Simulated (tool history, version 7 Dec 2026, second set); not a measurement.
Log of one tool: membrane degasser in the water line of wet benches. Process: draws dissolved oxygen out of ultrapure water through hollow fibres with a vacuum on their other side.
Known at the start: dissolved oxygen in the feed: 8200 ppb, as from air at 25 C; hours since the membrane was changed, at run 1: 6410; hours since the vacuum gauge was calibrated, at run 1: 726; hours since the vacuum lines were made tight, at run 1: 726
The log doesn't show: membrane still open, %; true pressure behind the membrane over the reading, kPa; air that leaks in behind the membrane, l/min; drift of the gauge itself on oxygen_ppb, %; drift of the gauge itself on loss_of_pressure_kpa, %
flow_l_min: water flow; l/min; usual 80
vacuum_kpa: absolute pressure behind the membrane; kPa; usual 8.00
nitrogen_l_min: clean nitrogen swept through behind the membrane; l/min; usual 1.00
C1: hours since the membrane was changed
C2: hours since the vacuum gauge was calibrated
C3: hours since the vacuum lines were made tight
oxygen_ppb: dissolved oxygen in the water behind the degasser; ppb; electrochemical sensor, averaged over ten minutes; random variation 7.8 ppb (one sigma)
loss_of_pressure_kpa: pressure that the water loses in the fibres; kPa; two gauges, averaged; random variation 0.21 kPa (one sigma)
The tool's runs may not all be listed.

Run 1, day 0.000: usual settings; C1 6410; C2 726; C3 726. Result: oxygen_ppb 808.3 ppb, loss_of_pressure_kpa 52.11 kPa.
Run 2, day 8.304: usual settings; C1 6610; C2 925; C3 925. Result: oxygen_ppb 802.5 ppb, loss_of_pressure_kpa 51.48 kPa.
Run 3, day 22.092: usual settings but flow_l_min 97 l/min; C1 6941; C2 1256; C3 1256. Result: oxygen_ppb 976.5 ppb, loss_of_pressure_kpa 63.38 kPa.
Run 4, day 29.104: usual settings but flow_l_min 72 l/min; C1 7109; C2 1424; C3 1424. Result: oxygen_ppb 745.4 ppb, loss_of_pressure_kpa 46.65 kPa.
Run 5, day 41.658: usual settings but flow_l_min 72 l/min; C1 7410; C2 1726; C3 1726. Result: oxygen_ppb 726.4 ppb, loss_of_pressure_kpa 46.96 kPa.
Run 6, day 47.483: usual settings but flow_l_min 72 l/min; C1 7550; C2 1865; C3 1865. Result: oxygen_ppb 745.3 ppb, loss_of_pressure_kpa 46.59 kPa.
Run 7, day 60.950: usual settings but flow_l_min 72 l/min; C1 7873; C2 2189; C3 2189. Result: oxygen_ppb 741.3 ppb, loss_of_pressure_kpa 47.22 kPa.
Run 8, day 70.412: usual settings; C1 8100; C2 2416; C3 2416. Result: oxygen_ppb 828.1 ppb, loss_of_pressure_kpa 52.12 kPa.
At day 71.338: vacuum gauge calibrated.
Run 9, day 84.433: usual settings but flow_l_min 61 l/min; C1 8436; C2 314; C3 2752. Result: oxygen_ppb 641.6 ppb, loss_of_pressure_kpa 39.86 kPa.
Run 10, day 92.250: usual settings; C1 8624; C2 502; C3 2939. Result: oxygen_ppb 844.3 ppb, loss_of_pressure_kpa 52.06 kPa.
At day 94.271: vacuum gauge calibrated, once more.
Run 11, day 104.754: usual settings but nitrogen_l_min 0.54 l/min; C1 8924; C2 252; C3 3239. Result: oxygen_ppb 1050.8 ppb, loss_of_pressure_kpa 51.86 kPa.
Run 12, day 110.708: usual settings but nitrogen_l_min 0.54 l/min; C1 9066; C2 394; C3 3382. Result: oxygen_ppb 1076.0 ppb, loss_of_pressure_kpa 52.21 kPa.
Run 13, day 119.538: usual settings but vacuum_kpa 16.97 kPa, nitrogen_l_min 2.06 l/min; C1 9278; C2 606; C3 3594. Result: oxygen_ppb 1158.3 ppb, loss_of_pressure_kpa 52.51 kPa.
Run 14, day 129.321: usual settings but vacuum_kpa 16.97 kPa, nitrogen_l_min 2.06 l/min; C1 9513; C2 841; C3 3829. Result: oxygen_ppb 1151.7 ppb, loss_of_pressure_kpa 52.76 kPa.
Run 15, day 137.000: usual settings but flow_l_min 58 l/min; C1 9697; C2 1025; C3 4013. Result: oxygen_ppb 616.0 ppb, loss_of_pressure_kpa 37.81 kPa.
Run 16, day 143.042: usual settings but flow_l_min 58 l/min, vacuum_kpa 8.71 kPa, nitrogen_l_min 0.42 l/min; C1 9842; C2 1171; C3 4158. Result: oxygen_ppb 1076.2 ppb, loss_of_pressure_kpa 38.35 kPa.
Run 17, day 150.583: usual settings but flow_l_min 62 l/min, vacuum_kpa 5.63 kPa, nitrogen_l_min 0.75 l/min; C1 10023; C2 1352; C3 4339. Result: oxygen_ppb 476.5 ppb, loss_of_pressure_kpa 40.74 kPa.
Run 18, day 161.154: usual settings but flow_l_min 62 l/min, vacuum_kpa 5.63 kPa, nitrogen_l_min 0.75 l/min; C1 10277; C2 1605; C3 4593. Result: oxygen_ppb 473.9 ppb, loss_of_pressure_kpa 40.83 kPa.
Run 19, day 168.454: usual settings but flow_l_min 64 l/min, vacuum_kpa 17.15 kPa, nitrogen_l_min 0.73 l/min; C1 10452; C2 1780; C3 4768. Result: oxygen_ppb 1814.3 ppb, loss_of_pressure_kpa 42.09 kPa.
Run 20, day 174.375: usual settings but flow_l_min 64 l/min, vacuum_kpa 5.83 kPa, nitrogen_l_min 0.73 l/min; C1 10594; C2 1923; C3 4910. Result: oxygen_ppb 525.4 ppb, loss_of_pressure_kpa 41.59 kPa.
Run 21, day 181.050: usual settings but flow_l_min 64 l/min, vacuum_kpa 5.83 kPa, nitrogen_l_min 0.73 l/min; C1 10755; C2 2083; C3 5070. Result: oxygen_ppb 522.6 ppb, loss_of_pressure_kpa 42.24 kPa.
Run 22, day 192.821: usual settings but flow_l_min 64 l/min, vacuum_kpa 5.83 kPa, nitrogen_l_min 0.57 l/min; C1 11037; C2 2365; C3 5353. Result: oxygen_ppb 580.5 ppb, loss_of_pressure_kpa 42.24 kPa.
Run 23, day 200.512: usual settings but flow_l_min 64 l/min, vacuum_kpa 5.83 kPa, nitrogen_l_min 0.57 l/min; C1 11222; C2 2550; C3 5537. Result: oxygen_ppb 597.9 ppb, loss_of_pressure_kpa 42.32 kPa.

3 ways to go on from here, each from the tool as it stands after run 23. What would each give?
Run A, day 214.121: usual settings but flow_l_min 107 l/min, vacuum_kpa 19.17 kPa, nitrogen_l_min 0.92 l/min; C1 11548; C2 2876; C3 5864. Result: oxygen_ppb ?, loss_of_pressure_kpa ?.
Run B, day 214.121: usual settings but flow_l_min 81 l/min, vacuum_kpa 5.86 kPa; C1 11548; C2 2876; C3 5864. Result: oxygen_ppb ?, loss_of_pressure_kpa ?.
Run C, day 214.121: usual settings but flow_l_min 79 l/min, vacuum_kpa 5.41 kPa, nitrogen_l_min 2.96 l/min; C1 11548; C2 2876; C3 5864. Result: oxygen_ppb ?, loss_of_pressure_kpa ?.

run  oxygen_ppb  loss_of_pressure_kpa
  A      2500.0                 70.65
  B       605.7                 53.91
  C       376.9                 52.01
Without the tool's hidden state the same runs would have given:
run  oxygen_ppb  loss_of_pressure_kpa
  A      2446.5                 66.68
  B       541.1                 50.88
  C       321.9                 49.08
